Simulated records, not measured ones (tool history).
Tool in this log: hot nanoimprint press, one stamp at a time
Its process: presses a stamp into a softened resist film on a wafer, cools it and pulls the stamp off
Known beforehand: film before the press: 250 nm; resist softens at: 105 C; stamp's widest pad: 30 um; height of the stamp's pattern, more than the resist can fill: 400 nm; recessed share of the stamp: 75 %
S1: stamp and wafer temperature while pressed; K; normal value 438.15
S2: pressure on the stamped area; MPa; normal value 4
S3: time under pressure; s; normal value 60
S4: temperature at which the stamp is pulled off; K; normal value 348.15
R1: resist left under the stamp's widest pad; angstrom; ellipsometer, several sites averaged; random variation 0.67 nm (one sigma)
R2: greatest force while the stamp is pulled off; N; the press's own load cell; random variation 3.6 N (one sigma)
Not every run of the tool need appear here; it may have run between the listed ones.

run,hour,S1,S2,S3,S4,R1,R2
1,0,438.15,4,60,348.15,1322,188
2,7,438.15,4,60,348.15,1320,198
3,12.9,438.15,4,60,348.15,1325,198
4,21.6,438.15,5.63,60,348.15,1116,196
5,26,438.15,2.62,60,348.15,1586,203
6,33.9,439.15,2.62,60,348.15,1537,207
7,38.6,439.15,2.62,60,348.15,1530,206
8,47.7,439.15,2.62,60,348.15,1539,205
9,56.8,438.15,4,60,348.15,1316,207
10,62.7,438.15,4,60,349.15,1334,201
11,66.4,438.15,4,60,349.15,1335,203
12,73.8,438.15,4,60,349.15,1317,200
13,81,438.15,4,60,349.15,1311,208
14,87.1,438.15,4,60,349.15,1326,206
15,95.6,438.15,4,60,349.15,1336,206
16,103.5,438.15,4,31,348.15,1614,205
17,109.5,431.15,2.62,31,348.15,2210,213
18,118.6,437.15,6.03,81,348.15,1020,209
19,124.3,437.15,6.03,81,348.15,1023,218
20,131.7,437.15,6.03,81,348.15,1025,221
21,136.3,437.15,6.03,49,348.15,1222,217
22,144.4,437.15,6.03,49,348.15,1225,220
23,151.9,431.15,4,117,356.15,1478,212
24,156.5,431.15,4,117,356.15,1478,201
25,164.3,438.15,3.34,60,339.15,1474,235
26,169.9,438.15,3.34,60,339.15,1449,234
27,177.6,438.15,3.34,60,339.15,1462,232
28,181.8,443.15,3.34,44,342.15,1316,227
29,186.4,432.15,4,60,348.15,1711,225
30,192.9,434.15,2.89,60,348.15,1778,220

Removed from this log: 2 entries logged between the listed runs. Between which two listed runs does each belong, and how does the tool's hidden state at the listed run before it compare with that at the listed run after it?
Run 14 -> run 15: plate thermocouple calibrated (hour 90.6)
  true temperature over the reading, C: 0.09 -> 0.12; pressure that arrives at the usual setting, %: 99.92 -> 99.9; grip of the stamp's worn release coat, % over a new coat's: 21.2 -> 21.7
  measured value less the no-hidden-state value, R1: -4 -> -7 angstrom; R2: +36 -> +37 N
Run 19 -> run 20: plate thermocouple calibrated, once more (hour 131.7)
  true temperature over the reading, C: 0.08 -> -0.02; pressure that arrives at the usual setting, %: 99.82 -> 99.81; grip of the stamp's worn release coat, % over a new coat's: 24.1 -> 24.4
  measured value less the no-hidden-state value, R1: -2 -> +2 angstrom; R2: +43 -> +43 N
